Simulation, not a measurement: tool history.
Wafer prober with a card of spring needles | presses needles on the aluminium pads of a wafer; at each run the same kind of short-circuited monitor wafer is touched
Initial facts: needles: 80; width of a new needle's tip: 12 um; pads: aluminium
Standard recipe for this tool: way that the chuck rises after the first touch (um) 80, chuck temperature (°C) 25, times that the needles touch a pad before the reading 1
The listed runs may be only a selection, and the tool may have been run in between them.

run   hour  way that the chuck rises after the first touch (um)  chuck temperature (°C)  times that the needles touch a pad before the reading  resistance of one needle with its contact and lead (mohm)  way that a needle slides on the pad (um)
  1    0.0                                                   80                      25                                                      1                                                        233                                     13.98
  2   16.1                                                   80                      25                                                      1                                                        294                                     13.99
      37.1  -- tips cleaned on abrasive film
  3   37.1                                                   80                      25                                                      1                                                        229                                     13.96
  4   56.4                                                   80                      25                                                      1                                                        293                                     14.01
  5   73.0                                                   80                      25                                                      2                                                        277                                     13.96
      76.2  -- tips cleaned on abrasive film
  6   95.0                                                   80                      25                                                      2                                                        263                                     13.94
  7  109.6                                                   70                      25                                                      1                                                        326                                     12.22
     114.0  -- tips cleaned on abrasive film
  8  123.4                                                   80                      34                                                      1                                                        273                                     13.93
  9  135.8                                                   80                      34                                                      1                                                        302                                     13.90
 10  146.0                                                   80                      34                                                      1                                                        308                                     13.96
     153.3  -- tips cleaned on abrasive film
 11  159.7                                                   80                      34                                                      1                                                        264                                     13.91
 12  171.3                                                   80                      34                                                      1                                                        294                                     13.89
 13  185.8                                                   80                      34                                                      1                                                        303                                     13.90
     192.6  -- tips cleaned on abrasive film
 14  202.0                                                   80                      34                                                      1                                                        275                                     13.91
 15  214.5                                                   80                      34                                                      1                                                        304                                     13.90
     216.7  -- height of the first contact set anew
     231.3  -- tips cleaned on abrasive film
 16  237.9                                                   80                      34                                                      1                                                        267                                     13.82
     250.9  -- height of the first contact set anew, once more
 17  253.1                                                   80                      34                                                      1                                                        298                                     14.01
     270.7  -- tips cleaned on abrasive film
 18  274.1                                                   95                      54                                                      2                                                        243                                     16.64
 19  293.4                                                   77                      54                                                      2                                                        278                                     13.47
 20  307.4                                                   72                      66                                                      2                                                        289                                     12.60
     308.6  -- tips cleaned on abrasive film
 21  318.8                                                   60                      33                                                      1                                                        310                                     10.45
 22  336.9                                                   68                      43                                                      2                                                        291                                     11.90
     346.9  -- tips cleaned on abrasive film
 23  351.4                                                   68                      64                                                      2                                                        262                                     11.85
 24  368.2                                                   98                      70                                                      1                                                        300                                     17.11
 25  383.8                                                   61                      25                                                      3                                                        271                                     10.67
     385.8  -- tips cleaned on abrasive film
 26  396.1                                                   61                      25                                                      3                                                        264                                     10.62
 27  412.6                                                   61                      25                                                      3                                                        270                                     10.60
     423.8  -- tips cleaned on abrasive film
 28  433.8                                                   61                      25                                                      3                                                        252                                     10.61
 29  451.7                                                   78                      86                                                      3                                                        269                                     13.60
     462.1  -- tips cleaned on abrasive film
 30  474.9                                                   72                      25                                                      2                                                        267                                     12.52
 31  491.3                                                   80                      81                                                      1                                                        315                                     13.89
     501.3  -- tips cleaned on abrasive film
 32  503.0                                                   75                      73                                                      3                                                        244                                     12.98
 33  525.1                                                   75                     114                                                      3                                                        275                                     13.01
 34  535.8                                                  100                      25                                                      1                                                        289                                     17.38

Here are 4 independent what-if runs from the current tool condition. What would each one return?
     540.8  -- tips cleaned on abrasive film
  A  552.6                                                  100                      79                                                      2                                                          ?                                         ?
     540.8  -- tips cleaned on abrasive film
  B  552.6                                                   87                      95                                                      2                                                          ?                                         ?
     540.8  -- tips cleaned on abrasive film
  C  552.6                                                  100                      48                                                      2                                                          ?                                         ?
     540.8  -- tips cleaned on abrasive film
  D  552.6                                                   64                      25                                                      1                                                          ?                                         ?

run  resistance of one needle with its contact and lead (mohm)  way that a needle slides on the pad (um)
  A                                                        265                                     17.35
  B                                                        275                                     15.07
  C                                                        258                                     17.35
  D                                                        317                                     11.08
Take away the tool's hidden state, keep each run's random variation, and the runs would have read:
run  resistance of one needle with its contact and lead (mohm)  way that a needle slides on the pad (um)
  A                                                        235                                     17.52
  B                                                        243                                     15.24
  C                                                        229                                     17.52
  D                                                        227                                     11.24
